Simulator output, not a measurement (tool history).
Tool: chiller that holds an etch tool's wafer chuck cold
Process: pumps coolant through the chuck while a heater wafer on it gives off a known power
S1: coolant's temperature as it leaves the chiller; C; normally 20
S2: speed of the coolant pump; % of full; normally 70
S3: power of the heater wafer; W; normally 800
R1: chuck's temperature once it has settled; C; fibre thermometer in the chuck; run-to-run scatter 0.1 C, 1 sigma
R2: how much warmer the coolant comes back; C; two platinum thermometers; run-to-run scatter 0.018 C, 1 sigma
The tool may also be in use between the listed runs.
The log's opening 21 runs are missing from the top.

run,day,S1,S2,S3,R1,R2
# day 27.021: coolant pump overhauled
22,27.996,15,85,445,18.8,1.06
23,29.283,11,87,1122,20.9,2.57
24,30.208,17,92,934,24.9,2.02
25,31.788,19,70,961,29.0,2.81
26,32.717,19,70,961,29.1,2.85
# day 34.175: coolant pump overhauled, once more
27,34.246,19,70,961,28.2,2.39
28,35.642,10,97,1116,17.8,1.93
29,37.279,20,73,428,23.9,1.02
30,38.638,20,73,521,24.8,1.25
31,40.154,15,73,521,19.6,1.23
32,41.496,15,73,521,19.7,1.27

3 ways to go on from here, each from the tool as it stands after run 32. What would each give?
# day 41.908: coolant changed, channels flushed
A,43.467,15,68,521,?,?
# day 41.908: coolant changed, channels flushed
B,43.467,10,93,557,?,?
# day 41.908: coolant changed, channels flushed
C,43.467,16,73,895,?,?

run,R1,R2
A,19.0,1.36
B,13.3,1.00
C,22.9,2.16
What these runs would have given with no unlogged condition in the tool:
run,R1,R2
A,19.2,1.34
B,13.5,0.98
C,23.0,2.13

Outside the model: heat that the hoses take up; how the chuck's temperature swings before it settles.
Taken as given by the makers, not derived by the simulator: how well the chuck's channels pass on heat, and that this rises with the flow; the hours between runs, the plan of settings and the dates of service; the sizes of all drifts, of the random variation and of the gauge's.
